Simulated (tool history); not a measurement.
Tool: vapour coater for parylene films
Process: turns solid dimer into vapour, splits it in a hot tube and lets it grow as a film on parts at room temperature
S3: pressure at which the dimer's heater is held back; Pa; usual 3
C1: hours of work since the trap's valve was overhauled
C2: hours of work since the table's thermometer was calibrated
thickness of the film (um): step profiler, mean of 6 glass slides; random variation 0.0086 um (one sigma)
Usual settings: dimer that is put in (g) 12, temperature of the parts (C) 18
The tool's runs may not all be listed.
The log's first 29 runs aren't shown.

run 30 hour=1614.9 | dimer_that_is_put_in_(g)=9 temperature_of_the_parts_(C)=22 S3=8.19 | C1=80 C2=625 | thickness_of_the_film_(um)=1.54
run 31 hour=1688.9 | dimer_that_is_put_in_(g)=9 temperature_of_the_parts_(C)=22 S3=8.19 | C1=146 C2=691 | thickness_of_the_film_(um)=1.516
run 32 hour=1723 | dimer_that_is_put_in_(g)=9 temperature_of_the_parts_(C)=22 S3=8.19 | C1=176 C2=722 | thickness_of_the_film_(um)=1.506
-- hour=1771.8 trap's valve overhauled
run 33 hour=1771.9 | dimer_that_is_put_in_(g)=12 temperature_of_the_parts_(C)=17 S3=3.98 | C1=0 C2=762 | thickness_of_the_film_(um)=3.001
run 34 hour=1813.7 | dimer_that_is_put_in_(g)=9 temperature_of_the_parts_(C)=17 S3=2.69 | C1=38 C2=800 | thickness_of_the_film_(um)=2.452
run 35 hour=1847.5 | dimer_that_is_put_in_(g)=9 temperature_of_the_parts_(C)=17 S3=2.69 | C1=68 C2=830 | thickness_of_the_film_(um)=2.438
-- hour=1891.7 table's thermometer calibrated
run 36 hour=1913.2 | dimer_that_is_put_in_(g)=19 temperature_of_the_parts_(C)=13 S3=3.45 | C1=126 C2=19 | thickness_of_the_film_(um)=5.394
run 37 hour=1957.9 | dimer_that_is_put_in_(g)=11 temperature_of_the_parts_(C)=18 S3=10.01 | C1=166 C2=59 | thickness_of_the_film_(um)=1.995
run 38 hour=2010.3 | dimer_that_is_put_in_(g)=12 temperature_of_the_parts_(C)=21 S3=2.26 | C1=213 C2=106 | thickness_of_the_film_(um)=2.722
-- hour=2021 trap's valve overhauled
run 39 hour=2091.8 | dimer_that_is_put_in_(g)=21 temperature_of_the_parts_(C)=13 S3=5.94 | C1=63 C2=176 | thickness_of_the_film_(um)=5.371
run 40 hour=2128.5 | dimer_that_is_put_in_(g)=9 temperature_of_the_parts_(C)=18 S3=2.1 | C1=96 C2=209 | thickness_of_the_film_(um)=2.39
run 41 hour=2166.5 | dimer_that_is_put_in_(g)=9 temperature_of_the_parts_(C)=17 S3=8.91 | C1=130 C2=243 | thickness_of_the_film_(um)=1.769
run 42 hour=2240.2 | dimer_that_is_put_in_(g)=9 temperature_of_the_parts_(C)=17 S3=8.91 | C1=196 C2=309 | thickness_of_the_film_(um)=1.752
-- hour=2269.5 trap's valve overhauled
run 43 hour=2315.2 | dimer_that_is_put_in_(g)=12 temperature_of_the_parts_(C)=11 S3=6.23 | C1=41 C2=372 | thickness_of_the_film_(um)=3.307
run 44 hour=2350.8 | dimer_that_is_put_in_(g)=8 temperature_of_the_parts_(C)=27 S3=4 | C1=73 C2=404 | thickness_of_the_film_(um)=1.313
run 45 hour=2401.4 | dimer_that_is_put_in_(g)=12 temperature_of_the_parts_(C)=12 S3=5.44 | C1=118 C2=449 | thickness_of_the_film_(um)=3.263

5 ways to go on from here, each from the tool as it stands after run 45. What would each give?
run A hour=2474.9 | dimer_that_is_put_in_(g)=14 temperature_of_the_parts_(C)=12 S3=5.44 | C1=184 C2=515 | thickness_of_the_film_(um)=?
run B hour=2474.9 | dimer_that_is_put_in_(g)=12 temperature_of_the_parts_(C)=18 S3=7.23 | C1=184 C2=515 | thickness_of_the_film_(um)=?
run C hour=2474.9 | dimer_that_is_put_in_(g)=16 temperature_of_the_parts_(C)=16 S3=2.42 | C1=184 C2=515 | thickness_of_the_film_(um)=?
run D hour=2474.9 | dimer_that_is_put_in_(g)=12 temperature_of_the_parts_(C)=18 S3=3 | C1=184 C2=515 | thickness_of_the_film_(um)=?
run E hour=2474.9 | dimer_that_is_put_in_(g)=14 temperature_of_the_parts_(C)=12 S3=2.07 | C1=184 C2=515 | thickness_of_the_film_(um)=?

run=A thickness_of_the_film_(um)=3.748
run=B thickness_of_the_film_(um)=2.374
run=C thickness_of_the_film_(um)=4.402
run=D thickness_of_the_film_(um)=2.917
run=E thickness_of_the_film_(um)=3.985
Without the tool's hidden state the same runs would have given:
run=A thickness_of_the_film_(um)=3.868
run=B thickness_of_the_film_(um)=2.451
run=C thickness_of_the_film_(um)=4.543
run=D thickness_of_the_film_(um)=3.01
run=E thickness_of_the_film_(um)=4.148
